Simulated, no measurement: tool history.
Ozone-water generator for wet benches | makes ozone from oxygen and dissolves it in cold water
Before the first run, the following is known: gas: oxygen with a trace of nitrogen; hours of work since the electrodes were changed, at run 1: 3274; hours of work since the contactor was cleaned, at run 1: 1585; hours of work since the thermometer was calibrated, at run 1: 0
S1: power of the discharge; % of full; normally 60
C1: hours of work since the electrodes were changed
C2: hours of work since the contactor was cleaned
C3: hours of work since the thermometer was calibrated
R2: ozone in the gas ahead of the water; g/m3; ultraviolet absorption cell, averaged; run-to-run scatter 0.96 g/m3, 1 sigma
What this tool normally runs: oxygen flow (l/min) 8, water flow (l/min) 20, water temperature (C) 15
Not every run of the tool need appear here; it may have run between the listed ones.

{"run": 1, "hour": 0.0, "S1": 60, "oxygen flow (l/min)": 8, "water flow (l/min)": 20, "water temperature (C)": 15, "C1": 3274, "C2": 1585, "C3": 0, "dissolved ozone (ppm)": 25.3, "R2": 158.2}
{"run": 2, "hour": 121.3, "S1": 60, "oxygen flow (l/min)": 8, "water flow (l/min)": 20, "water temperature (C)": 15, "C1": 3365, "C2": 1676, "C3": 91, "dissolved ozone (ppm)": 25.5, "R2": 155}
{"run": 3, "hour": 202.4, "S1": 60, "oxygen flow (l/min)": 8, "water flow (l/min)": 20, "water temperature (C)": 15, "C1": 3426, "C2": 1736, "C3": 151, "dissolved ozone (ppm)": 25.4, "R2": 156.9}
{"run": 4, "hour": 272.9, "S1": 60, "oxygen flow (l/min)": 8, "water flow (l/min)": 20, "water temperature (C)": 15, "C1": 3478, "C2": 1789, "C3": 204, "dissolved ozone (ppm)": 25.1, "R2": 158.7}
{"run": 5, "hour": 357.4, "S1": 60, "oxygen flow (l/min)": 8, "water flow (l/min)": 20, "water temperature (C)": 15, "C1": 3541, "C2": 1852, "C3": 267, "dissolved ozone (ppm)": 24.9, "R2": 157.7}
{"run": 6, "hour": 435.4, "S1": 60, "oxygen flow (l/min)": 8, "water flow (l/min)": 20, "water temperature (C)": 15, "C1": 3600, "C2": 1910, "C3": 325, "dissolved ozone (ppm)": 25, "R2": 155.9}
{"run": 7, "hour": 553.7, "S1": 60, "oxygen flow (l/min)": 8, "water flow (l/min)": 20, "water temperature (C)": 15, "C1": 3688, "C2": 1999, "C3": 414, "dissolved ozone (ppm)": 25.1, "R2": 156.5}
{"run": 8, "hour": 642.1, "S1": 61, "oxygen flow (l/min)": 8, "water flow (l/min)": 20, "water temperature (C)": 15, "C1": 3754, "C2": 2065, "C3": 480, "dissolved ozone (ppm)": 24.8, "R2": 158.7}
{"run": 9, "hour": 769.9, "S1": 61, "oxygen flow (l/min)": 8, "water flow (l/min)": 20, "water temperature (C)": 15, "C1": 3850, "C2": 2160, "C3": 575, "dissolved ozone (ppm)": 25, "R2": 156.6}
{"run": 10, "hour": 886.5, "S1": 89, "oxygen flow (l/min)": 8, "water flow (l/min)": 20, "water temperature (C)": 15, "C1": 3937, "C2": 2247, "C3": 662, "dissolved ozone (ppm)": 30.9, "R2": 192.1}
{"run": 11, "hour": 986.7, "S1": 60, "oxygen flow (l/min)": 7.29, "water flow (l/min)": 20, "water temperature (C)": 15, "C1": 4011, "C2": 2322, "C3": 737, "dissolved ozone (ppm)": 24.8, "R2": 162.4}
{"run": 12, "hour": 1062.1, "S1": 60, "oxygen flow (l/min)": 7.29, "water flow (l/min)": 20, "water temperature (C)": 15, "C1": 4068, "C2": 2378, "C3": 794, "dissolved ozone (ppm)": 25.1, "R2": 164.3}
{"run": 13, "hour": 1130.5, "S1": 60, "oxygen flow (l/min)": 7.29, "water flow (l/min)": 20, "water temperature (C)": 15, "C1": 4119, "C2": 2430, "C3": 845, "dissolved ozone (ppm)": 24.8, "R2": 162.9}
{"run": 14, "hour": 1235.3, "S1": 60, "oxygen flow (l/min)": 8, "water flow (l/min)": 20, "water temperature (C)": 21, "C1": 4197, "C2": 2508, "C3": 923, "dissolved ozone (ppm)": 22.2, "R2": 156.5}
{"run": 15, "hour": 1356.0, "S1": 60, "oxygen flow (l/min)": 8, "water flow (l/min)": 20, "water temperature (C)": 14, "C1": 4287, "C2": 2598, "C3": 1013, "dissolved ozone (ppm)": 24.8, "R2": 156.3}
{"run": 16, "hour": 1482.0, "S1": 60, "oxygen flow (l/min)": 8, "water flow (l/min)": 20, "water temperature (C)": 18, "C1": 4382, "C2": 2692, "C3": 1107, "dissolved ozone (ppm)": 23.6, "R2": 155.3}
{"run": 17, "hour": 1598.6, "S1": 60, "oxygen flow (l/min)": 7.47, "water flow (l/min)": 20, "water temperature (C)": 15, "C1": 4469, "C2": 2779, "C3": 1194, "dissolved ozone (ppm)": 24.5, "R2": 160.6}
{"run": 18, "hour": 1680.8, "S1": 60, "oxygen flow (l/min)": 5, "water flow (l/min)": 20, "water temperature (C)": 15, "C1": 4530, "C2": 2841, "C3": 1256, "dissolved ozone (ppm)": 24.7, "R2": 199}
{"run": 19, "hour": 1799.4, "S1": 60, "oxygen flow (l/min)": 5, "water flow (l/min)": 20, "water temperature (C)": 15, "C1": 4619, "C2": 2929, "C3": 1344, "dissolved ozone (ppm)": 24.2, "R2": 198.1}
{"run": 20, "hour": 1928.5, "S1": 44, "oxygen flow (l/min)": 8, "water flow (l/min)": 25, "water temperature (C)": 23, "C1": 4715, "C2": 3026, "C3": 1441, "dissolved ozone (ppm)": 16, "R2": 131.1}
{"run": 21, "hour": 2015.0, "S1": 69, "oxygen flow (l/min)": 6.3, "water flow (l/min)": 18, "water temperature (C)": 8, "C1": 4780, "C2": 3090, "C3": 1505, "dissolved ozone (ppm)": 31.7, "R2": 188.5}
{"run": 22, "hour": 2087.9, "S1": 69, "oxygen flow (l/min)": 6.3, "water flow (l/min)": 18, "water temperature (C)": 8, "C1": 4834, "C2": 3145, "C3": 1560, "dissolved ozone (ppm)": 31.3, "R2": 186.4}
{"run": 23, "hour": 2207.7, "S1": 69, "oxygen flow (l/min)": 7.24, "water flow (l/min)": 13, "water temperature (C)": 8, "C1": 4924, "C2": 3234, "C3": 1649, "dissolved ozone (ppm)": 38.2, "R2": 175.7}
{"run": 24, "hour": 2340.8, "S1": 54, "oxygen flow (l/min)": 12.31, "water flow (l/min)": 20, "water temperature (C)": 15, "C1": 5023, "C2": 3334, "C3": 1749, "dissolved ozone (ppm)": 22.2, "R2": 115.3}
{"run": 25, "hour": 2413.3, "S1": 46, "oxygen flow (l/min)": 12.31, "water flow (l/min)": 29, "water temperature (C)": 15, "C1": 5077, "C2": 3388, "C3": 1803, "dissolved ozone (ppm)": 16.4, "R2": 108.8}
{"run": 26, "hour": 2535.7, "S1": 46, "oxygen flow (l/min)": 12.31, "water flow (l/min)": 29, "water temperature (C)": 15, "C1": 5169, "C2": 3479, "C3": 1894, "dissolved ozone (ppm)": 16.4, "R2": 107.8}
{"run": 27, "hour": 2608.7, "S1": 46, "oxygen flow (l/min)": 12.31, "water flow (l/min)": 29, "water temperature (C)": 17, "C1": 5223, "C2": 3534, "C3": 1949, "dissolved ozone (ppm)": 15.9, "R2": 106.2}
{"run": 28, "hour": 2675.9, "S1": 46, "oxygen flow (l/min)": 10.57, "water flow (l/min)": 29, "water temperature (C)": 17, "C1": 5274, "C2": 3584, "C3": 1999, "dissolved ozone (ppm)": 16, "R2": 114.7}
{"run": 29, "hour": 2802.8, "S1": 97, "oxygen flow (l/min)": 10.57, "water flow (l/min)": 27, "water temperature (C)": 17, "C1": 5368, "C2": 3679, "C3": 2094, "dissolved ozone (ppm)": 24.6, "R2": 170.8}
{"run": 30, "hour": 2889.6, "S1": 97, "oxygen flow (l/min)": 4.9, "water flow (l/min)": 22, "water temperature (C)": 17, "C1": 5433, "C2": 3744, "C3": 2159, "dissolved ozone (ppm)": 28.2, "R2": 254.9}
{"run": 31, "hour": 2989.3, "S1": 76, "oxygen flow (l/min)": 8, "water flow (l/min)": 13, "water temperature (C)": 16, "C1": 5508, "C2": 3818, "C3": 2233, "dissolved ozone (ppm)": 33.8, "R2": 172.5}
{"run": 32, "hour": 3119.4, "S1": 91, "oxygen flow (l/min)": 8, "water flow (l/min)": 22, "water temperature (C)": 15, "C1": 5605, "C2": 3916, "C3": 2331, "dissolved ozone (ppm)": 28.2, "R2": 187.5}
{"run": 33, "hour": 3211.9, "S1": 46, "oxygen flow (l/min)": 4.92, "water flow (l/min)": 13, "water temperature (C)": 8, "C1": 5674, "C2": 3985, "C3": 2400, "dissolved ozone (ppm)": 31.2, "R2": 172.9}
{"run": 34, "hour": 3314.1, "S1": 86, "oxygen flow (l/min)": 8.79, "water flow (l/min)": 13, "water temperature (C)": 14, "C1": 5750, "C2": 4061, "C3": 2476, "dissolved ozone (ppm)": 36.8, "R2": 174}

How would selected steps in dissolved ozone (ppm) from run to run divide? Give the signed amount a tool lacking its hidden state would still show from settings, what came in and random variation, and the signed amount left for the hidden state, including any gauge scatter that is not in both of the compared results.
Hidden state present: yield of the discharge, % of new electrodes'; contactor's efficiency, % of a clean one's; true water temperature over the reading, C; drift of the gauge itself on ozone_ppm, %; drift of the gauge itself on gas_g_m3, %.
Run 20 -> 21: S1 44 -> 69, oxygen flow (l/min) 8 -> 6.3, water flow (l/min) 25 -> 18, water temperature (C) 23 -> 8. dissolved ozone (ppm) +15.7: hidden state -1.6, all else +17.3.
Run 23 -> 24: S1 69 -> 54, oxygen flow (l/min) 7.24 -> 12.31, water flow (l/min) 13 -> 20, water temperature (C) 8 -> 15. dissolved ozone (ppm) -16: hidden state +1.5, all else -17.5.
Run 28 -> 29: S1 46 -> 97, water flow (l/min) 29 -> 27. dissolved ozone (ppm) +8.6: hidden state -1.7, all else +10.3.
Run 33 -> 34: S1 46 -> 86, oxygen flow (l/min) 4.92 -> 8.79, water temperature (C) 8 -> 14. dissolved ozone (ppm) +5.6: hidden state -1.8, all else +7.4.
